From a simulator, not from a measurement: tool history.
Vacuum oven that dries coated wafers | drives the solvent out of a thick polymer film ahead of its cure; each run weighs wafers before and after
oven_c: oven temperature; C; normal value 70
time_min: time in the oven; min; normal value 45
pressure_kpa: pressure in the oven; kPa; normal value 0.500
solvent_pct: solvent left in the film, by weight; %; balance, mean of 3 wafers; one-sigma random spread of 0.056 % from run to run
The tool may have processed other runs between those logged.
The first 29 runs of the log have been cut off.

run,hour,oven_c,time_min,pressure_kpa,solvent_pct
30,338.8,59,45,1.306,7.65
31,354.3,63,36,1.074,6.98
32,361.5,70,22,0.500,6.15
33,373.7,70,22,0.500,6.26
34,387.3,74,26,0.500,4.23
35,396.6,82,34,0.605,1.55
36,406.4,59,32,0.500,7.85
37,415.7,73,45,0.651,2.22
38,429.8,73,68,0.736,1.44
39,446.1,56,45,0.383,6.95
40,455.1,56,45,0.383,6.86
41,470.3,56,50,0.349,6.09
42,485.8,56,50,0.349,6.13
43,498.9,61,45,0.455,5.28
44,514.9,60,39,1.624,8.54
45,527.7,60,39,1.624,8.74
46,536.6,60,39,1.624,8.53

What if the next run were any one of these 5? Each begins from the tool's condition after run 46:
A,544.2,62,43,1.317,?
B,544.2,80,28,1.131,?
C,544.2,66,40,0.500,?
D,544.2,60,51,0.320,?
E,544.2,61,45,0.500,?

run,solvent_pct
A,6.81
B,2.90
C,4.56
D,4.56
E,5.31
Had the tool no hidden state, the same runs would have come out as:
run,solvent_pct
A,6.55
B,2.75
C,4.34
D,4.32
E,5.07
